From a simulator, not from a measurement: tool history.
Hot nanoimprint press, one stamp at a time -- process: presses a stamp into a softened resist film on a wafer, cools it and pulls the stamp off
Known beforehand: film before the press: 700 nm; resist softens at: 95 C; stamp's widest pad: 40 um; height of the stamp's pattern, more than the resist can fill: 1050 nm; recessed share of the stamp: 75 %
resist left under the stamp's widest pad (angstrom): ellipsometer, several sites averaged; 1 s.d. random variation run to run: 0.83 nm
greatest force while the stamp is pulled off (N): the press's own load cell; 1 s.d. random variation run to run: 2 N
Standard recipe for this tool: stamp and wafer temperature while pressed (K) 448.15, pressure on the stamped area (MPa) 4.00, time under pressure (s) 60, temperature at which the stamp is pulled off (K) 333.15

run,hour,stamp and wafer temperature while pressed (K),pressure on the stamped area (MPa),time under pressure (s),temperature at which the stamp is pulled off (K),resist left under the stamp's widest pad (angstrom),greatest force while the stamp is pulled off (N)
1,0.0,448.15,4.00,60,333.15,3687,197
2,35.8,448.15,4.00,60,333.15,3686,195
# hour 96.4: plate thermocouple calibrated
3,107.3,448.15,4.00,60,323.15,3716,220
4,145.3,459.15,4.00,60,333.15,2376,194
5,201.3,459.15,4.00,60,333.15,2383,199
6,247.9,459.15,4.00,60,333.15,2386,195
7,317.9,448.15,4.00,60,333.15,3727,193
8,373.0,448.15,4.00,60,333.15,3716,193
9,416.5,448.15,4.00,60,333.15,3729,196
# hour 447.7: stamp cleaned and given a new release coat
10,495.1,448.15,4.00,60,333.15,3733,193
11,561.2,448.15,4.00,60,333.15,3736,193
12,600.8,448.15,4.00,60,333.15,3721,197
13,663.1,448.15,4.00,60,333.15,3721,197
14,726.6,445.15,4.00,60,333.15,4196,195
15,779.3,445.15,4.00,60,323.15,4196,219
16,847.9,445.15,4.00,60,323.15,4199,219
17,892.8,445.15,4.00,60,323.15,4209,217
# hour 936.9: plate thermocouple calibrated
18,936.9,449.15,4.00,59,333.15,3626,195
19,968.9,449.15,4.00,59,333.15,3611,191
# hour 1022.7: stamp cleaned and given a new release coat
20,1028.7,448.15,5.36,60,326.15,3260,211
21,1073.5,448.15,3.89,83,337.15,3421,184
22,1129.8,457.15,5.01,45,321.15,2584,220
23,1177.5,457.15,5.01,115,321.15,1793,221
# hour 1196.4: press's hydraulic seals changed and the load cell set to zero
24,1253.6,448.15,4.00,47,321.15,4079,222
25,1301.5,448.15,4.00,47,321.15,4068,220
# hour 1320.2: gauge calibrated
26,1332.1,448.15,4.00,47,321.15,3988,224
27,1389.1,448.15,3.69,40,324.15,4323,211
28,1453.7,448.15,3.69,51,318.15,4040,230
29,1483.9,448.15,3.69,51,318.15,4042,227
30,1541.8,456.15,4.93,103,328.15,1946,209
# hour 1601.7: stamp cleaned and given a new release coat
31,1601.7,457.15,4.93,37,332.15,2749,198

Selected run-to-run steps in resist left under the stamp's widest pad (angstrom), each split into two signed amounts: the part the tool would show with no hidden state at all (from settings, incoming material and random variation), and the remainder, which goes to the hidden state together with any gauge scatter not common to the measured and the hidden-state-free results:
Hidden state at play: true temperature over the reading, C; pressure that arrives at the usual setting, %; grip of the stamp's worn release coat, % over a new coat's; drift of the gauge itself on residual_nm, %; drift of the gauge itself on pull_off_n, %.
Run 6 -> 7: stamp and wafer temperature while pressed (K) 459.15 -> 448.15. resist left under the stamp's widest pad (angstrom) +1341: hidden state +8, all else +1333.
Run 22 -> 23: time under pressure (s) 45 -> 115. resist left under the stamp's widest pad (angstrom) -791: hidden state -13, all else -778.
Run 23 -> 24: stamp and wafer temperature while pressed (K) 457.15 -> 448.15, pressure on the stamped area (MPa) 5.01 -> 4.00, time under pressure (s) 115 -> 47, press's hydraulic seals changed and the load cell set to zero. resist left under the stamp's widest pad (angstrom) +2286: hidden state +41, all else +2245.
Run 25 -> 26: gauge calibrated. resist left under the stamp's widest pad (angstrom) -80: hidden state -79, all else -1.
Run 29 -> 30: stamp and wafer temperature while pressed (K) 448.15 -> 456.15, pressure on the stamped area (MPa) 3.69 -> 4.93, time under pressure (s) 51 -> 103, temperature at which the stamp is pulled off (K) 318.15 -> 328.15. resist left under the stamp's widest pad (angstrom) -2096: hidden state -2, all else -2094.

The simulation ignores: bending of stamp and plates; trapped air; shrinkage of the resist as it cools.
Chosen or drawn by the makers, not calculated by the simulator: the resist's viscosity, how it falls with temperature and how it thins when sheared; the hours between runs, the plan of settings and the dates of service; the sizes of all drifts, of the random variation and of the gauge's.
